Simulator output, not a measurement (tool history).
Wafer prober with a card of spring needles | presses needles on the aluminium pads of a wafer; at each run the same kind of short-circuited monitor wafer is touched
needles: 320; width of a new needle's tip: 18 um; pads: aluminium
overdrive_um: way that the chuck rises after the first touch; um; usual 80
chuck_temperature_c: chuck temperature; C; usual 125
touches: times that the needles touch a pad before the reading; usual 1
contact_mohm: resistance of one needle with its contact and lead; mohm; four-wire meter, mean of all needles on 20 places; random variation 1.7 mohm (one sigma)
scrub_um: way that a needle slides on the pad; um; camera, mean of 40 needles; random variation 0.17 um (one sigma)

{"run": 1, "hour": 0.0, "overdrive_um": 80, "chuck_temperature_c": 125, "touches": 1, "contact_mohm": 208, "scrub_um": 16.96}
{"hour": 2.3, "done": "tips cleaned on abrasive film"}
{"hour": 7.8, "done": "tips cleaned on abrasive film"}
{"hour": 12.2, "done": "tips cleaned on abrasive film"}
{"hour": 17.8, "done": "tips cleaned on abrasive film"}
{"run": 2, "hour": 21.9, "overdrive_um": 80, "chuck_temperature_c": 125, "touches": 1, "contact_mohm": 212, "scrub_um": 16.61}
{"hour": 23.1, "done": "tips cleaned on abrasive film"}
{"hour": 27.6, "done": "tips cleaned on abrasive film"}
{"hour": 32.0, "done": "tips cleaned on abrasive film"}
{"hour": 36.4, "done": "tips cleaned on abrasive film"}
{"run": 3, "hour": 38.5, "overdrive_um": 80, "chuck_temperature_c": 125, "touches": 1, "contact_mohm": 199, "scrub_um": 16.76}
{"hour": 41.8, "done": "tips cleaned on abrasive film"}
{"hour": 47.4, "done": "tips cleaned on abrasive film"}
{"run": 4, "hour": 51.0, "overdrive_um": 80, "chuck_temperature_c": 125, "touches": 1, "contact_mohm": 208, "scrub_um": 16.65}
{"hour": 52.2, "done": "tips cleaned on abrasive film"}
{"hour": 56.6, "done": "tips cleaned on abrasive film"}
{"hour": 61.0, "done": "tips cleaned on abrasive film"}
{"hour": 66.5, "done": "tips cleaned on abrasive film"}
{"run": 5, "hour": 66.5, "overdrive_um": 80, "chuck_temperature_c": 125, "touches": 1, "contact_mohm": 182, "scrub_um": 16.31}
{"hour": 70.9, "done": "tips cleaned on abrasive film"}
{"hour": 75.4, "done": "tips cleaned on abrasive film"}
{"run": 6, "hour": 79.1, "overdrive_um": 80, "chuck_temperature_c": 125, "touches": 1, "contact_mohm": 214, "scrub_um": 16.06}
{"hour": 80.3, "done": "tips cleaned on abrasive film"}
{"hour": 84.7, "done": "tips cleaned on abrasive film"}
{"hour": 89.1, "done": "tips cleaned on abrasive film"}
{"hour": 89.4, "done": "height of the first contact set anew"}
{"hour": 95.0, "done": "tips cleaned on abrasive film"}
{"hour": 99.4, "done": "tips cleaned on abrasive film"}
{"run": 7, "hour": 102.2, "overdrive_um": 61, "chuck_temperature_c": 125, "touches": 1, "contact_mohm": 219, "scrub_um": 13.71}
{"hour": 104.4, "done": "tips cleaned on abrasive film"}
{"hour": 109.9, "done": "tips cleaned on abrasive film"}
{"hour": 115.5, "done": "tips cleaned on abrasive film"}
{"hour": 119.9, "done": "tips cleaned on abrasive film"}
{"hour": 125.4, "done": "tips cleaned on abrasive film"}
{"run": 8, "hour": 125.4, "overdrive_um": 61, "chuck_temperature_c": 125, "touches": 1, "contact_mohm": 188, "scrub_um": 13.83}
{"hour": 129.8, "done": "tips cleaned on abrasive film"}
{"hour": 135.3, "done": "tips cleaned on abrasive film"}
{"hour": 139.8, "done": "tips cleaned on abrasive film"}
{"run": 9, "hour": 139.8, "overdrive_um": 61, "chuck_temperature_c": 125, "touches": 1, "contact_mohm": 186, "scrub_um": 13.15}
{"hour": 144.3, "done": "tips cleaned on abrasive film"}
{"hour": 148.8, "done": "tips cleaned on abrasive film"}
{"hour": 154.3, "done": "tips cleaned on abrasive film"}
{"run": 10, "hour": 154.6, "overdrive_um": 61, "chuck_temperature_c": 125, "touches": 1, "contact_mohm": 191, "scrub_um": 13.33}
{"hour": 159.1, "done": "tips cleaned on abrasive film"}
{"hour": 164.6, "done": "tips cleaned on abrasive film"}
{"hour": 170.1, "done": "tips cleaned on abrasive film"}
{"hour": 175.7, "done": "tips cleaned on abrasive film"}
{"hour": 180.7, "done": "tips cleaned on abrasive film"}
{"run": 11, "hour": 180.7, "overdrive_um": 61, "chuck_temperature_c": 125, "touches": 1, "contact_mohm": 185, "scrub_um": 13.03}
{"hour": 186.2, "done": "tips cleaned on abrasive film"}
{"hour": 190.6, "done": "tips cleaned on abrasive film"}
{"hour": 196.2, "done": "tips cleaned on abrasive film"}
{"hour": 201.7, "done": "tips cleaned on abrasive film"}
{"run": 12, "hour": 206.0, "overdrive_um": 86, "chuck_temperature_c": 125, "touches": 1, "contact_mohm": 207, "scrub_um": 18.66}
{"hour": 207.2, "done": "tips cleaned on abrasive film"}
{"hour": 211.6, "done": "tips cleaned on abrasive film"}
{"hour": 217.1, "done": "tips cleaned on abrasive film"}
{"hour": 222.7, "done": "tips cleaned on abrasive film"}
{"run": 13, "hour": 225.6, "overdrive_um": 85, "chuck_temperature_c": 125, "touches": 2, "contact_mohm": 191, "scrub_um": 18.33}
{"hour": 227.8, "done": "tips cleaned on abrasive film"}
{"hour": 232.3, "done": "tips cleaned on abrasive film"}
{"hour": 237.8, "done": "tips cleaned on abrasive film"}
{"hour": 243.3, "done": "tips cleaned on abrasive film"}
{"run": 14, "hour": 243.5, "overdrive_um": 65, "chuck_temperature_c": 40, "touches": 2, "contact_mohm": 168, "scrub_um": 13.82}
{"hour": 247.9, "done": "tips cleaned on abrasive film"}
{"hour": 252.4, "done": "tips cleaned on abrasive film"}
{"hour": 257.9, "done": "tips cleaned on abrasive film"}
{"hour": 262.3, "done": "tips cleaned on abrasive film"}
{"hour": 266.8, "done": "tips cleaned on abrasive film"}
{"run": 15, "hour": 267.9, "overdrive_um": 61, "chuck_temperature_c": 125, "touches": 2, "contact_mohm": 195, "scrub_um": 12.84}
{"hour": 271.3, "done": "tips cleaned on abrasive film"}
{"hour": 275.7, "done": "tips cleaned on abrasive film"}
{"hour": 280.2, "done": "tips cleaned on abrasive film"}
{"run": 16, "hour": 280.5, "overdrive_um": 62, "chuck_temperature_c": 81, "touches": 2, "contact_mohm": 178, "scrub_um": 13.02}
{"hour": 284.9, "done": "tips cleaned on abrasive film"}
{"hour": 290.4, "done": "tips cleaned on abrasive film"}
{"run": 17, "hour": 294.4, "overdrive_um": 62, "chuck_temperature_c": 81, "touches": 2, "contact_mohm": 206, "scrub_um": 13.22}
{"hour": 295.6, "done": "tips cleaned on abrasive film"}
{"hour": 300.0, "done": "tips cleaned on abrasive film"}
{"hour": 305.5, "done": "tips cleaned on abrasive film"}
{"run": 18, "hour": 309.0, "overdrive_um": 73, "chuck_temperature_c": 45, "touches": 3, "contact_mohm": 181, "scrub_um": 15.26}
{"hour": 310.1, "done": "tips cleaned on abrasive film"}
{"hour": 315.7, "done": "tips cleaned on abrasive film"}
{"hour": 320.1, "done": "tips cleaned on abrasive film"}
{"hour": 324.6, "done": "tips cleaned on abrasive film"}
{"run": 19, "hour": 326.0, "overdrive_um": 100, "chuck_temperature_c": 125, "touches": 1, "contact_mohm": 189, "scrub_um": 21.14}
{"hour": 329.3, "done": "tips cleaned on abrasive film"}
{"hour": 334.8, "done": "tips cleaned on abrasive film"}
{"hour": 340.4, "done": "tips cleaned on abrasive film"}
{"hour": 344.8, "done": "tips cleaned on abrasive film"}
{"hour": 349.2, "done": "tips cleaned on abrasive film"}
{"run": 20, "hour": 351.7, "overdrive_um": 100, "chuck_temperature_c": 125, "touches": 1, "contact_mohm": 189, "scrub_um": 21.23}
{"hour": 354.0, "done": "tips cleaned on abrasive film"}
{"hour": 358.4, "done": "tips cleaned on abrasive film"}
{"hour": 363.9, "done": "tips cleaned on abrasive film"}
{"run": 21, "hour": 367.7, "overdrive_um": 84, "chuck_temperature_c": 53, "touches": 1, "contact_mohm": 204, "scrub_um": 17.42}

Forecast each of these 5 alternatives for the next run:
{"hour": 368.9, "done": "tips cleaned on abrasive film"}
{"hour": 373.3, "done": "tips cleaned on abrasive film"}
{"hour": 377.7, "done": "tips cleaned on abrasive film"}
{"hour": 383.3, "done": "tips cleaned on abrasive film"}
{"run": "A", "hour": 386.1, "overdrive_um": 62, "chuck_temperature_c": 53, "touches": 1, "contact_mohm": "?", "scrub_um": "?"}
{"hour": 368.9, "done": "tips cleaned on abrasive film"}
{"hour": 373.3, "done": "tips cleaned on abrasive film"}
{"hour": 377.7, "done": "tips cleaned on abrasive film"}
{"hour": 383.3, "done": "tips cleaned on abrasive film"}
{"run": "B", "hour": 386.1, "overdrive_um": 66, "chuck_temperature_c": 53, "touches": 1, "contact_mohm": "?", "scrub_um": "?"}
{"hour": 368.9, "done": "tips cleaned on abrasive film"}
{"hour": 373.3, "done": "tips cleaned on abrasive film"}
{"hour": 377.7, "done": "tips cleaned on abrasive film"}
{"hour": 383.3, "done": "tips cleaned on abrasive film"}
{"run": "C", "hour": 386.1, "overdrive_um": 80, "chuck_temperature_c": 39, "touches": 1, "contact_mohm": "?", "scrub_um": "?"}
{"hour": 368.9, "done": "tips cleaned on abrasive film"}
{"hour": 373.3, "done": "tips cleaned on abrasive film"}
{"hour": 377.7, "done": "tips cleaned on abrasive film"}
{"hour": 383.3, "done": "tips cleaned on abrasive film"}
{"run": "D", "hour": 386.1, "overdrive_um": 65, "chuck_temperature_c": 113, "touches": 2, "contact_mohm": "?", "scrub_um": "?"}
{"hour": 368.9, "done": "tips cleaned on abrasive film"}
{"hour": 373.3, "done": "tips cleaned on abrasive film"}
{"hour": 377.7, "done": "tips cleaned on abrasive film"}
{"hour": 383.3, "done": "tips cleaned on abrasive film"}
{"run": "E", "hour": 386.1, "overdrive_um": 80, "chuck_temperature_c": 32, "touches": 2, "contact_mohm": "?", "scrub_um": "?"}

run=A contact_mohm=218 scrub_um=12.42
run=B contact_mohm=213 scrub_um=13.36
run=C contact_mohm=194 scrub_um=16.26
run=D contact_mohm=200 scrub_um=13.07
run=E contact_mohm=179 scrub_um=16.24
Without the tool's hidden state the same runs would have given:
run=A contact_mohm=166 scrub_um=13.77
run=B contact_mohm=166 scrub_um=14.71
run=C contact_mohm=161 scrub_um=17.58
run=D contact_mohm=173 scrub_um=14.41
run=E contact_mohm=158 scrub_um=17.58
